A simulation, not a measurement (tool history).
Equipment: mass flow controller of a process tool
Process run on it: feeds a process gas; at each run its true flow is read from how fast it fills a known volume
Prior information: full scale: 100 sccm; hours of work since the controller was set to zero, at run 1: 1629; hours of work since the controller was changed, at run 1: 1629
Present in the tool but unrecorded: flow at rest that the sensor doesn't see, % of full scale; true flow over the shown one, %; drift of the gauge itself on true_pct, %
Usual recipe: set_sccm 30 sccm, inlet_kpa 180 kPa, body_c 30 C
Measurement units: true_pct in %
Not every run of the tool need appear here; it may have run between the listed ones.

run	hour	set_sccm	inlet_kpa	body_c	hours of work since the controller was set to zero	hours of work since the controller was changed	true_pct
1	0.0	30	180	30	1629	1629	98.82
2	212.8	30	180	30	1748	1748	98.80
3	421.1	30	180	30	1864	1864	98.59
4	649.9	30	180	30	1992	1992	98.88
5	1011.5	30	180	30	2193	2193	98.70
6	1234.7	30	180	30	2318	2318	98.82

Run 7 has not been measured yet. What should we expect?
7	1655.1	18	180	30	2552	2552	?

{"run 7": {"true_pct": 98.51}}
On a tool with no hidden condition, and with the same random variation, this run would have come out at true_pct 98.50 %.

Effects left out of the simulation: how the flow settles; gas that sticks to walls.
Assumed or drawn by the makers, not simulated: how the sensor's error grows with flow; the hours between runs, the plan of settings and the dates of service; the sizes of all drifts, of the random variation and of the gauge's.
